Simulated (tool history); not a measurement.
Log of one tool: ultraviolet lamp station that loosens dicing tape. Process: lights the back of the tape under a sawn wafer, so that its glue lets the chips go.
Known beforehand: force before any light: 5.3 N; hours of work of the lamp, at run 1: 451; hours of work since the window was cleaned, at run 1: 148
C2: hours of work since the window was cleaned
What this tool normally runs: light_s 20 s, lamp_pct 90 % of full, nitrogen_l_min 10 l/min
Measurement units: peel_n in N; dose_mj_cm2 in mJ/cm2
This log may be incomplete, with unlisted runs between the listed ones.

Run 1, hour 0: usual settings; hours of work of the lamp 451; C2 148. Result: peel_n 0.22 N, dose_mj_cm2 379 mJ/cm2.
Run 2, hour 36: usual settings; hours of work of the lamp 478; C2 175. Result: peel_n 0.21 N, dose_mj_cm2 386 mJ/cm2.
Run 3, hour 71.8: usual settings but nitrogen_l_min 4 l/min; hours of work of the lamp 505; C2 202. Result: peel_n 0.359 N, dose_mj_cm2 379 mJ/cm2.
Run 4, hour 91.4: usual settings but nitrogen_l_min 4 l/min; hours of work of the lamp 519; C2 217. Result: peel_n 0.339 N, dose_mj_cm2 380 mJ/cm2.
Run 5, hour 124.8: usual settings but nitrogen_l_min 4 l/min; hours of work of the lamp 544; C2 241. Result: peel_n 0.352 N, dose_mj_cm2 383 mJ/cm2.
Run 6, hour 156: usual settings but nitrogen_l_min 4 l/min; hours of work of the lamp 567; C2 265. Result: peel_n 0.338 N, dose_mj_cm2 381 mJ/cm2.
Run 7, hour 176.6: usual settings but light_s 32 s, lamp_pct 92 % of full, nitrogen_l_min 6 l/min; hours of work of the lamp 583; C2 280. Result: peel_n 0.193 N, dose_mj_cm2 625 mJ/cm2.
Run 8, hour 211.6: usual settings but light_s 32 s, lamp_pct 92 % of full, nitrogen_l_min 6 l/min; hours of work of the lamp 609; C2 306. Result: peel_n 0.186 N, dose_mj_cm2 625 mJ/cm2.
Run 9, hour 231.5: usual settings but light_s 23 s, lamp_pct 65 % of full; hours of work of the lamp 624; C2 321. Result: peel_n 0.258 N, dose_mj_cm2 316 mJ/cm2.
Run 10, hour 260: usual settings but light_s 21 s, lamp_pct 99 % of full, nitrogen_l_min 5 l/min; hours of work of the lamp 645; C2 342. Result: peel_n 0.257 N, dose_mj_cm2 437 mJ/cm2.
Run 11, hour 288.9: usual settings but light_s 21 s, lamp_pct 99 % of full, nitrogen_l_min 5 l/min; hours of work of the lamp 667; C2 364. Result: peel_n 0.265 N, dose_mj_cm2 447 mJ/cm2.

Forecast each of these 4 alternatives for the next run:
Run A, hour 305.6: usual settings but light_s 34 s, lamp_pct 76 % of full, nitrogen_l_min 5 l/min; hours of work of the lamp 679; C2 376. Result: peel_n ?, dose_mj_cm2 ?.
Run B, hour 305.6: usual settings but light_s 23 s, lamp_pct 66 % of full, nitrogen_l_min 18 l/min; hours of work of the lamp 679; C2 376. Result: peel_n ?, dose_mj_cm2 ?.
Run C, hour 305.6: usual settings but lamp_pct 99 % of full, nitrogen_l_min 5 l/min; hours of work of the lamp 679; C2 376. Result: peel_n ?, dose_mj_cm2 ?.
Run D, hour 305.6: usual settings but light_s 12 s, lamp_pct 95 % of full, nitrogen_l_min 8 l/min; hours of work of the lamp 679; C2 376. Result: peel_n ?, dose_mj_cm2 ?.

run  peel_n  dose_mj_cm2
  A   0.217          549
  B   0.198          324
  C   0.266          421
  D   0.458          245
What these runs would have given with no unlogged condition in the tool:
run  peel_n  dose_mj_cm2
  A   0.217          550
  B   0.198          325
  C   0.266          421
  D   0.457          245

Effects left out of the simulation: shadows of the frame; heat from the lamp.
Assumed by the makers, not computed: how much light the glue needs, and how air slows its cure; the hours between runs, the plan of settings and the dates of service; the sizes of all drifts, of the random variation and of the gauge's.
